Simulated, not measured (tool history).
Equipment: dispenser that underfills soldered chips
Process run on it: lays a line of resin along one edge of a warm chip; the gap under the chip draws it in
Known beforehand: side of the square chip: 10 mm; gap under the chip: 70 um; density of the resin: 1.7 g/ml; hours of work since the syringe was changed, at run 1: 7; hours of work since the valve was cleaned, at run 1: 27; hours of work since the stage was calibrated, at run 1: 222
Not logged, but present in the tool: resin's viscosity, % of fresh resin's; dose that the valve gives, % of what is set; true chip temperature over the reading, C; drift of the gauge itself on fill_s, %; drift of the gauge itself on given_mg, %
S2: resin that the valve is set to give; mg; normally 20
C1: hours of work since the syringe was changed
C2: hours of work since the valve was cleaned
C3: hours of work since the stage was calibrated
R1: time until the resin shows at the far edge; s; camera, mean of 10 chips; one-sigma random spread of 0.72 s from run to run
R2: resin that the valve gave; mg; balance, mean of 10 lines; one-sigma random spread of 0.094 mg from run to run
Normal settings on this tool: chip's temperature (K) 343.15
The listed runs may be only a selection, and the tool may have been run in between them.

{"run": 1, "hour": 0.0, "chip's temperature (K)": 343.15, "S2": 20, "C1": 7, "C2": 27, "C3": 222, "R1": 90.2, "R2": 19.92}
{"hour": 2.5, "done": "new syringe of resin"}
{"run": 2, "hour": 5.2, "chip's temperature (K)": 332.15, "S2": 20, "C1": 2, "C2": 31, "C3": 226, "R1": 135.7, "R2": 19.84}
{"run": 3, "hour": 11.6, "chip's temperature (K)": 343.15, "S2": 20, "C1": 7, "C2": 36, "C3": 231, "R1": 90.5, "R2": 19.9}
{"hour": 13.8, "done": "new syringe of resin"}
{"run": 4, "hour": 21.3, "chip's temperature (K)": 343.15, "S2": 24.8, "C1": 6, "C2": 43, "C3": 238, "R1": 83.5, "R2": 24.66}
{"hour": 25.1, "done": "new syringe of resin"}
{"run": 5, "hour": 30.8, "chip's temperature (K)": 343.15, "S2": 24.8, "C1": 4, "C2": 50, "C3": 245, "R1": 82.8, "R2": 24.49}
{"run": 6, "hour": 35.0, "chip's temperature (K)": 343.15, "S2": 24.8, "C1": 8, "C2": 54, "C3": 248, "R1": 94.5, "R2": 24.51}
{"hour": 36.8, "done": "new syringe of resin"}
{"run": 7, "hour": 39.9, "chip's temperature (K)": 343.15, "S2": 19.3, "C1": 2, "C2": 57, "C3": 252, "R1": 73.9, "R2": 19.03}
{"hour": 48.1, "done": "new syringe of resin"}
{"run": 8, "hour": 48.1, "chip's temperature (K)": 343.15, "S2": 19.3, "C1": 0, "C2": 63, "C3": 258, "R1": 65.9, "R2": 18.86}
{"run": 9, "hour": 56.0, "chip's temperature (K)": 343.15, "S2": 19.3, "C1": 6, "C2": 69, "C3": 264, "R1": 88.6, "R2": 18.83}
{"hour": 59.7, "done": "new syringe of resin"}
{"run": 10, "hour": 64.9, "chip's temperature (K)": 343.15, "S2": 19.3, "C1": 4, "C2": 76, "C3": 270, "R1": 80.9, "R2": 18.89}
{"hour": 70.9, "done": "new syringe of resin"}
{"run": 11, "hour": 71.7, "chip's temperature (K)": 343.15, "S2": 19.3, "C1": 1, "C2": 81, "C3": 275, "R1": 72.3, "R2": 18.96}
{"run": 12, "hour": 79.9, "chip's temperature (K)": 343.15, "S2": 20, "C1": 7, "C2": 87, "C3": 282, "R1": 93.6, "R2": 19.43}
{"hour": 82.5, "done": "new syringe of resin"}
{"run": 13, "hour": 84.6, "chip's temperature (K)": 343.15, "S2": 20, "C1": 2, "C2": 90, "C3": 285, "R1": 74.2, "R2": 19.61}
{"run": 14, "hour": 92.0, "chip's temperature (K)": 343.15, "S2": 20, "C1": 7, "C2": 96, "C3": 291, "R1": 92.5, "R2": 19.67}
{"hour": 94.3, "done": "new syringe of resin"}
{"run": 15, "hour": 100.3, "chip's temperature (K)": 346.15, "S2": 17.6, "C1": 5, "C2": 102, "C3": 297, "R1": 72, "R2": 17.12}
{"hour": 105.6, "done": "new syringe of resin"}
{"run": 16, "hour": 105.6, "chip's temperature (K)": 328.15, "S2": 20, "C1": 0, "C2": 106, "C3": 300, "R1": 163.3, "R2": 19.38}
{"run": 17, "hour": 111.4, "chip's temperature (K)": 328.15, "S2": 20, "C1": 4, "C2": 110, "C3": 305, "R1": 194.9, "R2": 19.22}
{"hour": 117.4, "done": "new syringe of resin"}
{"run": 18, "hour": 119.0, "chip's temperature (K)": 328.15, "S2": 20, "C1": 1, "C2": 116, "C3": 311, "R1": 171.9, "R2": 19.35}
{"hour": 122.7, "done": "dispensing valve cleaned and set on the balance"}
{"run": 19, "hour": 124.7, "chip's temperature (K)": 328.15, "S2": 22.3, "C1": 5, "C2": 2, "C3": 314, "R1": 193, "R2": 22.06}
{"hour": 129.9, "done": "new syringe of resin"}
{"run": 20, "hour": 132.5, "chip's temperature (K)": 344.15, "S2": 21.7, "C1": 2, "C2": 7, "C3": 320, "R1": 72.3, "R2": 21.71}
{"run": 21, "hour": 139.2, "chip's temperature (K)": 332.15, "S2": 18.1, "C1": 7, "C2": 12, "C3": 325, "R1": 174, "R2": 18.04}
{"hour": 141.2, "done": "new syringe of resin"}
{"run": 22, "hour": 148.6, "chip's temperature (K)": 355.15, "S2": 18.6, "C1": 6, "C2": 19, "C3": 332, "R1": 48.1, "R2": 18.37}
{"hour": 152.3, "done": "new syringe of resin"}
{"run": 23, "hour": 155.3, "chip's temperature (K)": 355.15, "S2": 18.6, "C1": 2, "C2": 24, "C3": 337, "R1": 41.7, "R2": 18.44}
{"run": 24, "hour": 159.3, "chip's temperature (K)": 347.15, "S2": 22.6, "C1": 5, "C2": 27, "C3": 340, "R1": 68.7, "R2": 22.35}
{"hour": 163.7, "done": "new syringe of resin"}
{"run": 25, "hour": 165.3, "chip's temperature (K)": 347.15, "S2": 17.7, "C1": 1, "C2": 32, "C3": 344, "R1": 59, "R2": 17.54}
{"run": 26, "hour": 171.1, "chip's temperature (K)": 347.15, "S2": 17.7, "C1": 6, "C2": 36, "C3": 349, "R1": 71.8, "R2": 17.44}
{"hour": 175.0, "done": "new syringe of resin"}
{"run": 27, "hour": 176.9, "chip's temperature (K)": 356.15, "S2": 22.3, "C1": 1, "C2": 40, "C3": 353, "R1": 38, "R2": 22}

For each entry between runs, how does the tool's hidden state at the last listed run before it compare with that at the first listed run after it?
Between runs 1 and 2: new syringe of resin (hour 2.5)
  resin's viscosity, % of fresh resin's: 130.7 -> 109; dose that the valve gives, % of what is set: 99.39 -> 99.28; true chip temperature over the reading, C: -0.73 -> -0.75
  measured value less the no-hidden-state value, R1: +23.9 -> +16.4 s; R2: -0.12 -> -0.15 mg
Between runs 3 and 4: new syringe of resin (hour 13.8)
  resin's viscosity, % of fresh resin's: 133.6 -> 126.5; dose that the valve gives, % of what is set: 99.14 -> 98.91; true chip temperature over the reading, C: -0.77 -> -0.8
  measured value less the no-hidden-state value, R1: +25.6 -> +20.3 s; R2: -0.18 -> -0.27 mg
Between runs 4 and 5: new syringe of resin (hour 25.1)
  resin's viscosity, % of fresh resin's: 126.5 -> 122.9; dose that the valve gives, % of what is set: 98.91 -> 98.7; true chip temperature over the reading, C: -0.8 -> -0.83
  measured value less the no-hidden-state value, R1: +20.3 -> +18.4 s; R2: -0.27 -> -0.32 mg
Between runs 6 and 7: new syringe of resin (hour 36.8)
  resin's viscosity, % of fresh resin's: 140.4 -> 109.8; dose that the valve gives, % of what is set: 98.6 -> 98.49; true chip temperature over the reading, C: -0.85 -> -0.86
  measured value less the no-hidden-state value, R1: +30.3 -> +9.6 s; R2: -0.35 -> -0.3 mg
Between runs 7 and 8: new syringe of resin (hour 48.1)
  resin's viscosity, % of fresh resin's: 109.8 -> 98.9; dose that the valve gives, % of what is set: 98.49 -> 98.3; true chip temperature over the reading, C: -0.86 -> -0.89
  measured value less the no-hidden-state value, R1: +9.6 -> +2.5 s; R2: -0.3 -> -0.32 mg
Between runs 9 and 10: new syringe of resin (hour 59.7)
  resin's viscosity, % of fresh resin's: 127.4 -> 117.6; dose that the valve gives, % of what is set: 98.1 -> 97.89; true chip temperature over the reading, C: -0.91 -> -0.94
  measured value less the no-hidden-state value, R1: +22.4 -> +15.6 s; R2: -0.36 -> -0.41 mg
Between runs 10 and 11: new syringe of resin (hour 70.9)
  resin's viscosity, % of fresh resin's: 117.6 -> 103.1; dose that the valve gives, % of what is set: 97.89 -> 97.74; true chip temperature over the reading, C: -0.94 -> -0.96
  measured value less the no-hidden-state value, R1: +15.6 -> +5.9 s; R2: -0.41 -> -0.44 mg
Between runs 12 and 13: new syringe of resin (hour 82.5)
  resin's viscosity, % of fresh resin's: 133.8 -> 107.3; dose that the valve gives, % of what is set: 97.55 -> 97.45; true chip temperature over the reading, C: -0.99 -> -1
  measured value less the no-hidden-state value, R1: +27.3 -> +8.8 s; R2: -0.49 -> -0.51 mg
Between runs 14 and 15: new syringe of resin (hour 94.3)
  resin's viscosity, % of fresh resin's: 135.9 -> 120.9; dose that the valve gives, % of what is set: 97.28 -> 97.1; true chip temperature over the reading, C: -1.02 -> -1.05
  measured value less the no-hidden-state value, R1: +28.2 -> +16 s; R2: -0.55 -> -0.51 mg
Between runs 15 and 16: new syringe of resin (hour 105.6)
  resin's viscosity, % of fresh resin's: 120.9 -> 101.8; dose that the valve gives, % of what is set: 97.1 -> 96.98; true chip temperature over the reading, C: -1.05 -> -1.06
  measured value less the no-hidden-state value, R1: +16 -> +12.9 s; R2: -0.51 -> -0.6 mg
Between runs 17 and 18: new syringe of resin (hour 117.4)
  resin's viscosity, % of fresh resin's: 122.6 -> 105.7; dose that the valve gives, % of what is set: 96.86 -> 96.7; true chip temperature over the reading, C: -1.08 -> -1.11
  measured value less the no-hidden-state value, R1: +46.1 -> +20 s; R2: -0.62 -> -0.66 mg
Between runs 18 and 19: dispensing valve cleaned and set on the balance (hour 122.7)
  resin's viscosity, % of fresh resin's: 105.7 -> 122.8; dose that the valve gives, % of what is set: 96.7 -> 99.8; true chip temperature over the reading, C: -1.11 -> -1.12
  measured value less the no-hidden-state value, R1: +20 -> +45.8 s; R2: -0.66 -> -0.04 mg
Between runs 19 and 20: new syringe of resin (hour 129.9)
  resin's viscosity, % of fresh resin's: 122.8 -> 108.6; dose that the valve gives, % of what is set: 99.8 -> 99.63; true chip temperature over the reading, C: -1.12 -> -1.15
  measured value less the no-hidden-state value, R1: +45.8 -> +9.6 s; R2: -0.04 -> -0.08 mg
Between runs 21 and 22: new syringe of resin (hour 141.2)
  resin's viscosity, % of fresh resin's: 134.6 -> 127.5; dose that the valve gives, % of what is set: 99.47 -> 99.24; true chip temperature over the reading, C: -1.17 -> -1.2
  measured value less the no-hidden-state value, R1: +53.2 -> +12.6 s; R2: -0.09 -> -0.14 mg
Between runs 22 and 23: new syringe of resin (hour 152.3)
  resin's viscosity, % of fresh resin's: 127.5 -> 109.1; dose that the valve gives, % of what is set: 99.24 -> 99.1; true chip temperature over the reading, C: -1.2 -> -1.22
  measured value less the no-hidden-state value, R1: +12.6 -> +5.7 s; R2: -0.14 -> -0.17 mg
Between runs 24 and 25: new syringe of resin (hour 163.7)
  resin's viscosity, % of fresh resin's: 124.2 -> 104.1; dose that the valve gives, % of what is set: 99.01 -> 98.88; true chip temperature over the reading, C: -1.23 -> -1.25
  measured value less the no-hidden-state value, R1: +16.9 -> +5.9 s; R2: -0.22 -> -0.19 mg
Between runs 26 and 27: new syringe of resin (hour 175)
  resin's viscosity, % of fresh resin's: 125.4 -> 107.1; dose that the valve gives, % of what is set: 98.75 -> 98.62; true chip temperature over the reading, C: -1.26 -> -1.28
  measured value less the no-hidden-state value, R1: +18.3 -> +4.8 s; R2: -0.22 -> -0.31 mg
